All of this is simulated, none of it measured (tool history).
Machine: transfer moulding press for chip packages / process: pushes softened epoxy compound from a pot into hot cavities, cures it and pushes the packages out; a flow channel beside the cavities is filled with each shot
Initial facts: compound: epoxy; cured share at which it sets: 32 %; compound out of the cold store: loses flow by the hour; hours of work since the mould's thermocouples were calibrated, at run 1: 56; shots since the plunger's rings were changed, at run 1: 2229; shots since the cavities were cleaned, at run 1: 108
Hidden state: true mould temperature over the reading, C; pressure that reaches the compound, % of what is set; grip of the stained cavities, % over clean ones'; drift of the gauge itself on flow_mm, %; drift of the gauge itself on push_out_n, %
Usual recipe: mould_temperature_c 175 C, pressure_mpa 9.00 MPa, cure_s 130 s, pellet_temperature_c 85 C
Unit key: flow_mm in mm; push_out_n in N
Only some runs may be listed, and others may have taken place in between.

run,hour,mould_temperature_c,pressure_mpa,cure_s,pellet_temperature_c,hours of work since the mould's thermocouples were calibrated,shots since the plunger's rings were changed,shots since the cavities were cleaned,incoming compound's hours out of the cold store,flow_mm,push_out_n
1,0.0,175,9.00,130,85,56,2229,108,29.7,810,444
# hour 37.7: cavities cleaned with cleaning compound and waxed
2,55.6,175,9.00,130,78,98,2865,210,9.2,893,508
# hour 82.8: cavities cleaned with cleaning compound and waxed
3,82.8,175,9.00,130,78,118,3167,0,46.1,759,367
4,120.4,175,9.00,130,78,147,3609,442,15.4,860,607
# hour 128.9: cavities cleaned with cleaning compound and waxed
# hour 153.1: plunger's sealing rings changed
5,161.6,175,9.00,130,78,175,99,355,24.3,854,569
# hour 177.0: cavities cleaned with cleaning compound and waxed
6,200.4,175,9.00,130,88,204,538,275,11.9,905,563
# hour 223.8: cavities cleaned with cleaning compound and waxed
7,251.8,170,10.40,114,81,243,1124,330,45.4,851,735
# hour 267.9: cavities cleaned with cleaning compound and waxed
# hour 312.1: cavities cleaned with cleaning compound and waxed
8,312.1,170,10.40,114,81,287,1797,0,10.0,976,512
9,346.4,175,7.56,130,85,313,2200,403,40.2,712,598
# hour 353.7: mould's thermocouples calibrated
# hour 360.3: cavities cleaned with cleaning compound and waxed
10,399.3,175,10.71,130,85,34,2781,459,21.8,933,634
# hour 405.2: cavities cleaned with cleaning compound and waxed
11,429.5,175,10.41,130,78,56,3118,286,33.2,855,547
# hour 449.7: cavities cleaned with cleaning compound and waxed
12,463.9,175,10.41,111,78,82,3505,167,44.6,806,495

Predict each of these 3 candidate next runs independently; none follows another, all start after run 12:
# hour 494.2: cavities cleaned with cleaning compound and waxed
# hour 504.1: plunger's sealing rings changed
A,511.4,177,8.10,148,85,115,84,172,23.2,?,?
# hour 494.2: cavities cleaned with cleaning compound and waxed
# hour 504.1: plunger's sealing rings changed
B,511.4,170,9.00,144,85,115,84,172,24.6,?,?
# hour 494.2: cavities cleaned with cleaning compound and waxed
# hour 504.1: plunger's sealing rings changed
C,511.4,175,9.00,119,83,115,84,172,9.7,?,?

run,flow_mm,push_out_n
A,815,469
B,871,500
C,918,522
Stripped of hidden state, with their random variation kept, the same runs would have yielded:
run,flow_mm,push_out_n
A,819,345
B,876,376
C,923,396
